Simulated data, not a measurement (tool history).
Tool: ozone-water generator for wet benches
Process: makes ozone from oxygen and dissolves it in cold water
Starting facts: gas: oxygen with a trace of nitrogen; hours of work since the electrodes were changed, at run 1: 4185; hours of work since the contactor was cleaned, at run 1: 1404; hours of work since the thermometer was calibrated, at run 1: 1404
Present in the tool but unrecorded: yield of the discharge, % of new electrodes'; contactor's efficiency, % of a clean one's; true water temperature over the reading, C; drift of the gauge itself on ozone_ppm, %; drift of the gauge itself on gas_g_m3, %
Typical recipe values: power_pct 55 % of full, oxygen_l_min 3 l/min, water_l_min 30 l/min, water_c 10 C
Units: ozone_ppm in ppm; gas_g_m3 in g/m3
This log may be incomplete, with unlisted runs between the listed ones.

run,hour,power_pct,oxygen_l_min,water_l_min,water_c,hours of work since the electrodes were changed,hours of work since the contactor was cleaned,hours of work since the thermometer was calibrated,ozone_ppm,gas_g_m3
1,0,55,3,30,10,4185,1404,1404,12,218.2
2,117.8,55,3.08,30,10,4298,1516,1516,12.1,216.3
3,182.5,55,3.08,30,10,4360,1578,1578,12,215.5
4,271.2,55,3.08,30,10,4444,1663,1663,11.9,213.3
5,346.3,55,3.08,30,6,4516,1734,1734,12.3,212.8
6,474.4,55,3,45,10,4638,1857,1857,7.1,214.6
7,545.4,55,3,45,10,4706,1924,1924,7.3,216
8,610.2,55,3,45,10,4768,1986,1986,7.4,218.4
9,722.1,55,2.61,30,10,4875,2093,2093,11.6,238.6
10,803.2,55,2.61,30,10,4952,2171,2171,11.8,233.9
11,918.8,55,3,20,10,5063,2281,2281,18.9,217.3
12,1044,41,3.7,20,10,5182,2400,2400,16.6,165
13,1123.1,41,3.7,20,10,5258,2476,2476,16.3,164.2
14,1221.2,49,1.81,28,15,5351,2570,2570,10.5,273.8
15,1318.2,49,1.81,28,15,5444,2662,2662,10.7,270.5
16,1386.2,49,1.81,28,15,5509,2727,2727,10.4,269.6
17,1500,49,1.81,28,15,5618,2836,2836,10.6,271.5
18,1611.4,92,3,37,13,5724,2942,2942,12,279.2
19,1701.9,78,2.12,30,10,5810,3029,3029,13.2,311.1
20,1808.3,54,3,38,10,5912,3130,3130,8.8,213.2

What would each run have given without the hidden state, its run-to-run variation left as it was?
run,gas_g_m3
1,218.7
2,217.1
3,216.5
4,214.5
5,214.3
6,216.4
7,218
8,220.7
9,241.5
10,236.9
11,220.5
12,167.6
13,167
14,278.9
15,275.9
16,275.3
17,277.6
18,286.2
19,319.2
20,219
ozone_ppm: within 0.1 ppm of the measured result in every run.
